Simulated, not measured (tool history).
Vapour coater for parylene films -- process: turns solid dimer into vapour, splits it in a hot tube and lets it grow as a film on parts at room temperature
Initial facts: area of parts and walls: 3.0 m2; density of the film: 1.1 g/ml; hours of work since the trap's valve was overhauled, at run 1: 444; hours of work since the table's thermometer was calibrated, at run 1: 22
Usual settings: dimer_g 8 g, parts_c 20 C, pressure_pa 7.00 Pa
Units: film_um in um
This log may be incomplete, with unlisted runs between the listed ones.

run,hour,dimer_g,parts_c,pressure_pa,hours of work since the trap's valve was overhauled,hours of work since the table's thermometer was calibrated,film_um
1,0.0,8,20,7.00,444,22,1.540
2,22.7,8,20,7.00,455,33,1.536
3,35.8,8,20,7.00,461,39,1.540
4,48.6,8,26,7.00,467,45,1.301
5,67.8,8,26,7.00,476,54,1.304
6,80.4,8,20,7.00,482,60,1.541
# hour 97.1: trap's valve overhauled
7,98.2,8,20,7.00,1,67,1.558
8,120.3,8,20,7.00,11,78,1.560
9,133.6,8,20,7.00,17,84,1.563
10,145.4,8,20,7.00,23,90,1.563
11,170.4,8,32,7.00,35,102,1.113
12,181.5,8,32,7.00,40,107,1.110
13,201.3,4,17,3.28,50,116,0.977
14,216.3,4,17,3.28,57,123,0.991
15,229.6,4,17,3.28,63,130,0.992
16,244.8,8,20,11.65,71,137,1.432
# hour 251.3: gauge calibrated
17,266.6,8,20,11.65,81,147,1.402
18,284.2,8,14,11.65,89,156,1.664
19,304.0,8,14,11.65,99,165,1.662
20,319.4,5,14,7.00,106,173,1.143
21,338.9,5,24,4.01,115,182,0.958
22,363.1,5,13,2.80,127,194,1.411
23,373.7,8,15,2.95,132,199,2.121
24,393.2,8,13,7.00,141,208,1.913

A few steps of film_um between consecutive runs. Split each: what settings, incoming material and random variation would produce without the hidden state, and what is left over for the hidden state, along with gauge scatter present in only one of the two compared results (measured, and without hidden state):
Unlogged tool condition in this case: vapour lost through the trap's worn valve, %; true temperature of the parts over the reading, C; drift of the gauge itself on film_um, %.
Run 15 -> 16: dimer_g 4 -> 8, parts_c 17 -> 20, pressure_pa 3.28 -> 11.65. film_um +0.440 um: hidden state +0.013, all else +0.427.
Run 16 -> 17: gauge calibrated. film_um -0.030 um: hidden state -0.036, all else +0.006.
Run 19 -> 20: dimer_g 8 -> 5, pressure_pa 11.65 -> 7.00. film_um -0.519 um: hidden state -0.001, all else -0.518.
Run 22 -> 23: dimer_g 5 -> 8, parts_c 13 -> 15, pressure_pa 2.80 -> 2.95. film_um +0.710 um: hidden state +0.012, all else +0.698.
